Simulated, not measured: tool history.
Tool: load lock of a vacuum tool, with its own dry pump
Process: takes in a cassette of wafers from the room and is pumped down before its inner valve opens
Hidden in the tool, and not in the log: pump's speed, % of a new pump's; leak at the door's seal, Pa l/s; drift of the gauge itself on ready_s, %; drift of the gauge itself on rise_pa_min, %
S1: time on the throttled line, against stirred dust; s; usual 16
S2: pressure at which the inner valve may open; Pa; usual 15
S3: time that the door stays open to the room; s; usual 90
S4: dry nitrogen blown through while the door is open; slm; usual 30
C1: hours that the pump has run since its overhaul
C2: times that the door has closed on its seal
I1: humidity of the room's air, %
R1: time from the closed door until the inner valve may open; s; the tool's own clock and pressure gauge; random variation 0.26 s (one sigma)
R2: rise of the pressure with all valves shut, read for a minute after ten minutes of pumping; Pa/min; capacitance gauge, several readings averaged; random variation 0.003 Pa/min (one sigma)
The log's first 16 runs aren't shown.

run 17 day=130.212 | S1=16 S2=15 S3=90 S4=30 | C1=8161 C2=8807 | I1=43.7 | R1=35.1 R2=0.051
run 18 day=139.6 | S1=16 S2=15 S3=90 S4=30 | C1=8387 C2=9047 | I1=42.4 | R1=34.8 R2=0.049
run 19 day=145.35 | S1=16 S2=15 S3=90 S4=30 | C1=8525 C2=9195 | I1=48.4 | R1=35.6 R2=0.05
run 20 day=152.658 | S1=16 S2=15 S3=90 S4=30 | C1=8700 C2=9382 | I1=43 | R1=35.3 R2=0.05
run 21 day=163.35 | S1=8 S2=27 S3=228 S4=37 | C1=8957 C2=9656 | I1=45.2 | R1=28.3 R2=0.054
run 22 day=169.967 | S1=8 S2=27 S3=228 S4=37 | C1=9116 C2=9825 | I1=47.7 | R1=28.1 R2=0.062
run 23 day=178.783 | S1=14 S2=14 S3=228 S4=14 | C1=9327 C2=10051 | I1=43.2 | R1=34.8 R2=0.076
run 24 day=186.7 | S1=14 S2=14 S3=193 S4=14 | C1=9517 C2=10254 | I1=48.2 | R1=34.6 R2=0.076
run 25 day=193.425 | S1=14 S2=14 S3=193 S4=14 | C1=9679 C2=10426 | I1=45.5 | R1=34.9 R2=0.076
run 26 day=202.671 | S1=9 S2=16 S3=45 S4=5 | C1=9900 C2=10663 | I1=45.5 | R1=30.8 R2=0.073
run 27 day=212.129 | S1=9 S2=16 S3=45 S4=5 | C1=10127 C2=10906 | I1=44.3 | R1=30.8 R2=0.078
run 28 day=217.888 | S1=9 S2=16 S3=45 S4=5 | C1=10266 C2=11053 | I1=47 | R1=31.5 R2=0.076
-- day=221.912 dry pump taken out, an overhauled one fitted
run 29 day=224.508 | S1=16 S2=20 S3=220 S4=8 | C1=62 C2=11216 | I1=45.4 | R1=31 R2=0.1
run 30 day=231.508 | S1=16 S2=27 S3=29 S4=30 | C1=230 C2=11396 | I1=48.8 | R1=29.9 R2=0.055
run 31 day=242.488 | S1=10 S2=15 S3=90 S4=4 | C1=494 C2=11677 | I1=42.5 | R1=26.4 R2=0.091
run 32 day=250.242 | S1=10 S2=28 S3=27 S4=4 | C1=680 C2=11876 | I1=46.2 | R1=25.1 R2=0.078
run 33 day=260.367 | S1=10 S2=16 S3=74 S4=4 | C1=923 C2=12135 | I1=46.7 | R1=26.2 R2=0.097
run 34 day=268.054 | S1=10 S2=16 S3=74 S4=35 | C1=1107 C2=12332 | I1=43.6 | R1=26.5 R2=0.069
run 35 day=274.988 | S1=10 S2=16 S3=203 S4=27 | C1=1274 C2=12510 | I1=44.7 | R1=26.1 R2=0.082
run 36 day=282.579 | S1=10 S2=18 S3=39 S4=27 | C1=1456 C2=12704 | I1=43.5 | R1=26.5 R2=0.062

The next listed run, before its measurement:
run 37 day=288 | S1=10 S2=18 S3=39 S4=27 | C1=1586 C2=12843 | I1=45.8 | R1=? R2=?

Run 37 gave R1 26.3 s, R2 0.07 Pa/min.
Without the tool's hidden state the same run would have given R1 25.5 s, R2 0.018 Pa/min.
